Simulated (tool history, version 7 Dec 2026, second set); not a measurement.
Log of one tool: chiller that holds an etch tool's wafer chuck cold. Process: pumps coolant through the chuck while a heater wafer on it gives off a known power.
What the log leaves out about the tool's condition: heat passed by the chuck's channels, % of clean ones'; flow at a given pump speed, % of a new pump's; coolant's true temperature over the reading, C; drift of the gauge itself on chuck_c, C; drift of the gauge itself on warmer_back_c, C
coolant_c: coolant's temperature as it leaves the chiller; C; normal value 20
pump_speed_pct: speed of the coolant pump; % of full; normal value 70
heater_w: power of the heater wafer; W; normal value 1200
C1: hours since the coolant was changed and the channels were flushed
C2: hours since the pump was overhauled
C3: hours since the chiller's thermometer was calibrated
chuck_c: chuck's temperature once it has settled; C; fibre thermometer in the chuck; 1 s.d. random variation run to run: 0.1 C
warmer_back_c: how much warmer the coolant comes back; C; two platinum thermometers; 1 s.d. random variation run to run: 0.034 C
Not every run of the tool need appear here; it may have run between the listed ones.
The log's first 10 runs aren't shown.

run 11 hour=645.7 | coolant_c=20 pump_speed_pct=70 heater_w=1200 | C1=7090 C2=2745 C3=721 | chuck_c=35 warmer_back_c=5.55
run 12 hour=721.4 | coolant_c=20 pump_speed_pct=70 heater_w=1200 | C1=7165 C2=2820 C3=796 | chuck_c=34.8 warmer_back_c=5.56
run 13 hour=768.4 | coolant_c=16 pump_speed_pct=70 heater_w=1200 | C1=7212 C2=2867 C3=843 | chuck_c=31 warmer_back_c=5.57
run 14 hour=815.2 | coolant_c=16 pump_speed_pct=70 heater_w=1200 | C1=7259 C2=2914 C3=890 | chuck_c=31 warmer_back_c=5.51
run 15 hour=903 | coolant_c=16 pump_speed_pct=70 heater_w=1200 | C1=7347 C2=3002 C3=978 | chuck_c=31.1 warmer_back_c=5.55
run 16 hour=944.5 | coolant_c=16 pump_speed_pct=70 heater_w=1200 | C1=7388 C2=3043 C3=1019 | chuck_c=30.9 warmer_back_c=5.45
run 17 hour=1009.2 | coolant_c=14 pump_speed_pct=70 heater_w=626 | C1=7453 C2=3108 C3=1084 | chuck_c=21.6 warmer_back_c=2.89
run 18 hour=1069.4 | coolant_c=14 pump_speed_pct=70 heater_w=626 | C1=7513 C2=3168 C3=1144 | chuck_c=21.9 warmer_back_c=2.91
run 19 hour=1146.4 | coolant_c=14 pump_speed_pct=70 heater_w=626 | C1=7590 C2=3245 C3=1221 | chuck_c=21.7 warmer_back_c=2.9
run 20 hour=1218.5 | coolant_c=11 pump_speed_pct=82 heater_w=626 | C1=7662 C2=3317 C3=1294 | chuck_c=17.8 warmer_back_c=2.43
run 21 hour=1288.2 | coolant_c=11 pump_speed_pct=82 heater_w=626 | C1=7732 C2=3387 C3=1363 | chuck_c=17.8 warmer_back_c=2.4
run 22 hour=1361.5 | coolant_c=11 pump_speed_pct=85 heater_w=1241 | C1=7805 C2=3460 C3=1436 | chuck_c=24 warmer_back_c=4.69
run 23 hour=1407.2 | coolant_c=12 pump_speed_pct=60 heater_w=1087 | C1=7851 C2=3506 C3=1482 | chuck_c=27.5 warmer_back_c=5.96
run 24 hour=1449.3 | coolant_c=17 pump_speed_pct=70 heater_w=715 | C1=7893 C2=3548 C3=1524 | chuck_c=25.8 warmer_back_c=3.29
run 25 hour=1507.5 | coolant_c=17 pump_speed_pct=70 heater_w=715 | C1=7951 C2=3606 C3=1582 | chuck_c=25.9 warmer_back_c=3.28
run 26 hour=1555.4 | coolant_c=18 pump_speed_pct=95 heater_w=1507 | C1=7999 C2=3654 C3=1630 | chuck_c=32.4 warmer_back_c=5
run 27 hour=1593 | coolant_c=14 pump_speed_pct=93 heater_w=1200 | C1=8037 C2=3692 C3=1668 | chuck_c=25.6 warmer_back_c=4.09
run 28 hour=1654.5 | coolant_c=20 pump_speed_pct=93 heater_w=1200 | C1=8098 C2=3753 C3=1730 | chuck_c=31.8 warmer_back_c=4.04
run 29 hour=1711.9 | coolant_c=28 pump_speed_pct=73 heater_w=770 | C1=8156 C2=3811 C3=1787 | chuck_c=37.3 warmer_back_c=3.36
run 30 hour=1774.7 | coolant_c=28 pump_speed_pct=73 heater_w=770 | C1=8219 C2=3874 C3=1850 | chuck_c=37.2 warmer_back_c=3.44
run 31 hour=1826.5 | coolant_c=20 pump_speed_pct=98 heater_w=1200 | C1=8270 C2=3925 C3=1901 | chuck_c=31.3 warmer_back_c=3.83

3 options for the next run, each taken on its own from the tool as it stands now. Forecast them:
run A hour=1891.4 | coolant_c=12 pump_speed_pct=60 heater_w=787 | C1=8335 C2=3990 C3=1966 | chuck_c=? warmer_back_c=?
run B hour=1891.4 | coolant_c=25 pump_speed_pct=91 heater_w=658 | C1=8335 C2=3990 C3=1966 | chuck_c=? warmer_back_c=?
run C hour=1891.4 | coolant_c=12 pump_speed_pct=94 heater_w=796 | C1=8335 C2=3990 C3=1966 | chuck_c=? warmer_back_c=?

run=A chuck_c=23.3 warmer_back_c=4.32
run=B chuck_c=31.5 warmer_back_c=2.3
run=C chuck_c=19.8 warmer_back_c=2.71
Take away the tool's hidden state, keep each run's random variation, and the runs would have read:
run=A chuck_c=23.3 warmer_back_c=4.32
run=B chuck_c=31.5 warmer_back_c=2.3
run=C chuck_c=19.8 warmer_back_c=2.7
